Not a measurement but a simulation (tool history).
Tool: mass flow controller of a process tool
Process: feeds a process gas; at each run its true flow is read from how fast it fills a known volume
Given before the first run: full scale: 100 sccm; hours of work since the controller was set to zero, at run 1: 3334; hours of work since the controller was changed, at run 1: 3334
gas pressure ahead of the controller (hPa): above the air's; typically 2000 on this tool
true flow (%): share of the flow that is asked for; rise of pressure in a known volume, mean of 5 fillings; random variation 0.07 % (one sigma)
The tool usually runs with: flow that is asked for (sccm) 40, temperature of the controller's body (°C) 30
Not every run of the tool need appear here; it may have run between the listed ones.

run	hour	flow that is asked for (sccm)	gas pressure ahead of the controller (hPa)	temperature of the controller's body (°C)	hours of work since the controller was set to zero	hours of work since the controller was changed	true flow (%)
1	0	40	2000	30	3334	3334	97.69
2	456.1	40	2000	30	3540	3540	97.69
3	715.8	40	2010	30	3658	3658	97.67
4	1002.2	40	2000	30	3788	3788	97.66
5	1505.3	40	2000	35	4016	4016	97.19
6	1870	13	2000	30	4181	4181	96.73
7	2234.2	13	2080	30	4346	4346	96.62
8	2665.2	40	2000	30	4541	4541	97.61
9	3127.8	40	2000	30	4751	4751	97.59
10	3578	40	2000	30	4954	4954	97.74
11	3963.7	40	2000	30	5129	5129	97.54
12	4255.5	40	2000	30	5261	5261	97.54
13	4540.6	40	2000	23	5391	5391	98.26
14	5049.2	40	1710	23	5621	5621	98.2
15	5433.5	40	2000	37	5795	5795	97.06
16	5851.3	19	2000	37	5984	5984	96.43
17	6184.8	19	2000	37	6135	6135	96.47
18	6552.8	19	2000	37	6302	6302	96.31
19	7132.8	19	2000	37	6565	6565	96.33
20	7604.8	12	2000	30	6779	6779	96.67
21	7891	12	2000	30	6908	6908	96.67
22	8376.8	12	2000	30	7128	7128	96.69
23	8938.4	40	2000	28	7383	7383	97.84
24	9396.7	42	2000	30	7590	7590	97.69
# hour 9472.5: controller's zero set anew
25	9749.3	80	2760	26	125	7750	99.55
26	10263.8	80	2760	26	358	7983	99.29
27	10751.6	80	1730	22	579	8204	99.45
28	11093.7	21	1730	32	734	8359	96.88
29	11493.3	21	1730	32	915	8540	96.84
30	12011.9	21	1730	32	1150	8775	96.94
31	12372.7	84	1890	29	1314	8938	99.18
32	12943.9	84	1890	29	1573	9197	99.24
33	13286.5	21	1960	30	1728	9352	97.07
34	13685.9	21	1770	30	1909	9533	96.98
35	14126.5	40	2000	37	2108	9733	96.99
36	14649.5	40	2000	37	2345	9970	97.09
37	15148.7	40	2000	37	2571	10196	97.08
38	15559.1	66	2020	37	2757	10382	97.76
39	15814.8	55	1810	22	2873	10498	98.76
40	16273.8	55	1810	22	3081	10706	98.75
41	16598.5	21	2610	20	3228	10853	98.02
42	17117.6	22	2610	23	3463	11088	97.67
43	17411.4	16	1630	23	3596	11221	97.15
44	17662.3	36	1720	38	3710	11335	96.83
45	18079.5	23	1720	26	3899	11524	97.39
46	18541.7	23	2040	26	4108	11733	97.34
47	18880.7	11	1640	35	4262	11887	96.05
48	19388.2	11	1640	35	4492	12116	96.12

For each entry between runs, how does the tool's hidden state at the last listed run before it compare with that at the first listed run after it?
Runs 24 to 25: controller's zero set anew (hour 9472.5)
  flow at rest that the sensor doesn't see, % of full scale: -0.008 -> 0

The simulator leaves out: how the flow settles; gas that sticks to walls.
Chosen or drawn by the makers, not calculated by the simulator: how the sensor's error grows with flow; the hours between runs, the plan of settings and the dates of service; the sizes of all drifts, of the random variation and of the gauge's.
